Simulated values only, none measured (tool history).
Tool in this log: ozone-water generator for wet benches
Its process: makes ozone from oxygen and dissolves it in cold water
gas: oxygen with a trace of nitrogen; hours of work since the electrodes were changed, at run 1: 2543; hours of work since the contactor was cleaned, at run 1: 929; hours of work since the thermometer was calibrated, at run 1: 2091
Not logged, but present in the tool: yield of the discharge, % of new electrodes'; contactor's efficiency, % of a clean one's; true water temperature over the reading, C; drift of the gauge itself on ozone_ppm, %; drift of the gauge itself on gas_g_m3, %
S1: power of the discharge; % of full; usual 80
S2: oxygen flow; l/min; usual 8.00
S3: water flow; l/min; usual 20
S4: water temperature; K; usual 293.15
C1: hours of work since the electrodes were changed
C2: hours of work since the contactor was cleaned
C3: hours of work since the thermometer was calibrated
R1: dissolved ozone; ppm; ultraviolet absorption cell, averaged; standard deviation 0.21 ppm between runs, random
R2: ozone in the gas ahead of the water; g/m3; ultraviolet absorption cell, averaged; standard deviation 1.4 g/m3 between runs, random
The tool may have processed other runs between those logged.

| run | hour | S1 | S2 | S3 | S4 | C1 | C2 | C3 | R1 | R2 |
|---|---|---|---|---|---|---|---|---|---|---|
| 1 | 0.0 | 80 | 8.00 | 20 | 293.15 | 2543 | 929 | 2091 | 23.9 | 219.9 |
| 2 | 97.3 | 80 | 8.00 | 20 | 293.15 | 2622 | 1008 | 2169 | 23.6 | 218.5 |
| 3 | 161.8 | 80 | 8.00 | 15 | 293.15 | 2674 | 1060 | 2221 | 28.7 | 214.8 |
| 4 | 217.9 | 80 | 8.00 | 15 | 293.15 | 2719 | 1105 | 2267 | 28.7 | 215.9 |
| 5 | 273.6 | 80 | 8.00 | 15 | 293.15 | 2764 | 1150 | 2311 | 28.9 | 212.9 |
|  | 278.5 | water thermometer calibrated |
| 6 | 344.9 | 80 | 8.00 | 15 | 293.15 | 2821 | 1207 | 54 | 27.8 | 214.0 |
| 7 | 422.2 | 43 | 12.94 | 29 | 289.15 | 2883 | 1269 | 116 | 12.6 | 115.7 |
| 8 | 485.7 | 43 | 12.94 | 29 | 289.15 | 2934 | 1320 | 167 | 12.6 | 116.4 |
| 9 | 566.2 | 43 | 12.94 | 29 | 289.15 | 2999 | 1385 | 232 | 12.2 | 116.6 |
|  | 592.3 | water thermometer calibrated, once more |
| 10 | 633.5 | 81 | 12.94 | 19 | 293.15 | 3053 | 1439 | 33 | 22.7 | 168.5 |
| 11 | 696.8 | 80 | 8.00 | 19 | 293.15 | 3104 | 1490 | 84 | 23.6 | 208.3 |
| 12 | 774.2 | 79 | 8.00 | 13 | 296.15 | 3166 | 1552 | 147 | 27.6 | 206.8 |

The logged runs with the hidden state left out (each run's random variation unchanged):
| run | R1 | R2 |
|---|---|---|
| 1 | 30.3 | 267.7 |
| 2 | 30.1 | 267.8 |
| 3 | 36.8 | 264.7 |
| 4 | 37.0 | 266.7 |
| 5 | 37.5 | 264.2 |
| 6 | 36.4 | 266.8 |
| 7 | 15.3 | 133.0 |
| 8 | 15.4 | 134.1 |
| 9 | 15.1 | 134.7 |
| 10 | 30.2 | 214.4 |
| 11 | 31.6 | 265.5 |
| 12 | 36.9 | 264.9 |
